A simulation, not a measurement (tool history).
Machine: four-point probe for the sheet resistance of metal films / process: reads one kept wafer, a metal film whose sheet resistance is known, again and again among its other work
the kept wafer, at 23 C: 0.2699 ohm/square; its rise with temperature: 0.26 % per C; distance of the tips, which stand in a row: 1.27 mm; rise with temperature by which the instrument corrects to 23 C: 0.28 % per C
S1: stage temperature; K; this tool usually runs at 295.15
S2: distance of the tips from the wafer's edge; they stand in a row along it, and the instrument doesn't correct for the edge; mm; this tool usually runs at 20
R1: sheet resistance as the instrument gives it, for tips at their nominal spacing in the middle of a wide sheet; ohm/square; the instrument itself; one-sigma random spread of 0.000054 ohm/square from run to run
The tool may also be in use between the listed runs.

{"run": 1, "day": 0.0, "S1": 295.15, "S2": 20, "R1": 0.269176}
{"run": 2, "day": 0.846, "S1": 295.15, "S2": 20, "R1": 0.269231}
{"run": 3, "day": 1.55, "S1": 294.15, "S2": 20, "R1": 0.269219}
{"run": 4, "day": 2.375, "S1": 294.15, "S2": 20, "R1": 0.269201}
{"run": 5, "day": 2.821, "S1": 294.15, "S2": 20, "R1": 0.269052}
{"run": 6, "day": 3.758, "S1": 294.15, "S2": 20, "R1": 0.268901}
{"run": 7, "day": 4.212, "S1": 294.15, "S2": 74, "R1": 0.268468}
{"run": 8, "day": 4.954, "S1": 294.15, "S2": 74, "R1": 0.268344}
{"run": 9, "day": 5.462, "S1": 301.15, "S2": 74, "R1": 0.268028}
{"run": 10, "day": 5.971, "S1": 301.15, "S2": 74, "R1": 0.268063}
{"run": 11, "day": 6.862, "S1": 301.15, "S2": 74, "R1": 0.268054}
{"run": 12, "day": 7.529, "S1": 301.15, "S2": 74, "R1": 0.268113}
{"run": 13, "day": 8.129, "S1": 301.15, "S2": 74, "R1": 0.268077}
{"run": 14, "day": 8.571, "S1": 295.15, "S2": 20, "R1": 0.268592}
{"run": 15, "day": 8.971, "S1": 295.15, "S2": 26, "R1": 0.268532}
{"run": 16, "day": 9.858, "S1": 295.15, "S2": 20, "R1": 0.268513}
{"run": 17, "day": 10.792, "S1": 295.15, "S2": 20, "R1": 0.268684}
{"run": 18, "day": 11.667, "S1": 295.15, "S2": 6, "R1": 0.274284}
{"run": 19, "day": 12.483, "S1": 295.15, "S2": 5, "R1": 0.277001}
{"run": 20, "day": 12.971, "S1": 295.15, "S2": 5, "R1": 0.276985}
{"run": 21, "day": 13.829, "S1": 295.15, "S2": 5, "R1": 0.276835}
{"run": 22, "day": 14.525, "S1": 295.15, "S2": 5, "R1": 0.276775}
{"run": 23, "day": 15.421, "S1": 293.15, "S2": 19, "R1": 0.268566}
{"run": 24, "day": 16.329, "S1": 293.15, "S2": 19, "R1": 0.268395}
{"run": 25, "day": 16.804, "S1": 293.15, "S2": 19, "R1": 0.268457}
{"run": 26, "day": 17.446, "S1": 307.15, "S2": 52, "R1": 0.267452}
{"run": 27, "day": 18.275, "S1": 299.15, "S2": 18, "R1": 0.269304}
{"run": 28, "day": 19.042, "S1": 301.15, "S2": 63, "R1": 0.268547}
{"run": 29, "day": 19.517, "S1": 291.15, "S2": 3, "R1": 0.29218}
{"run": 30, "day": 20.175, "S1": 291.15, "S2": 16, "R1": 0.26974}
{"run": 31, "day": 21.042, "S1": 302.15, "S2": 3, "R1": 0.291825}
{"run": 32, "day": 21.95, "S1": 307.15, "S2": 12, "R1": 0.269801}
{"run": 33, "day": 22.754, "S1": 294.15, "S2": 12, "R1": 0.270273}
{"run": 34, "day": 23.35, "S1": 299.15, "S2": 13, "R1": 0.269742}
{"run": 35, "day": 24.071, "S1": 298.15, "S2": 5, "R1": 0.277435}
{"run": 36, "day": 24.762, "S1": 298.15, "S2": 5, "R1": 0.277362}
{"run": 37, "day": 25.154, "S1": 304.15, "S2": 38, "R1": 0.268261}
{"run": 38, "day": 25.679, "S1": 304.15, "S2": 38, "R1": 0.268261}
{"run": 39, "day": 26.542, "S1": 305.15, "S2": 29, "R1": 0.268281}
{"run": 40, "day": 27.225, "S1": 298.15, "S2": 5, "R1": 0.277274}
{"run": 41, "day": 27.817, "S1": 292.15, "S2": 41, "R1": 0.268592}
{"run": 42, "day": 28.746, "S1": 292.15, "S2": 41, "R1": 0.268488}
{"run": 43, "day": 29.612, "S1": 295.15, "S2": 71, "R1": 0.268185}

Taken out of this log: 3 entries between the listed runs. Where each belongs, and how the hidden state differs across it:
After run 22, before run 23: stage's thermometer calibrated (day 14.6)
  inner tips' distance over the nominal, %: -0.69 -> -0.705; tips' flats over new ones', %: 115 -> 117; wafer's true temperature over the reading, C: -0.14 -> -0.17
  measured minus no-state result, R1: -0.00218 -> -0.002184 ohm/square
After run 26, before run 27: new probe head fitted (day 17.575)
  inner tips' distance over the nominal, %: -0.74 -> -0.392; tips' flats over new ones', %: 120 -> 1
  measured minus no-state result, R1: -0.002279 -> -0.001278 ohm/square
After run 29, before run 30: stage's thermometer calibrated, once more (day 19.883)
  inner tips' distance over the nominal, %: -0.413 -> -0.424; tips' flats over new ones', %: 4 -> 5; wafer's true temperature over the reading, C: -0.19 -> 0.01
  measured minus no-state result, R1: -0.001452 -> -0.001236 ohm/square
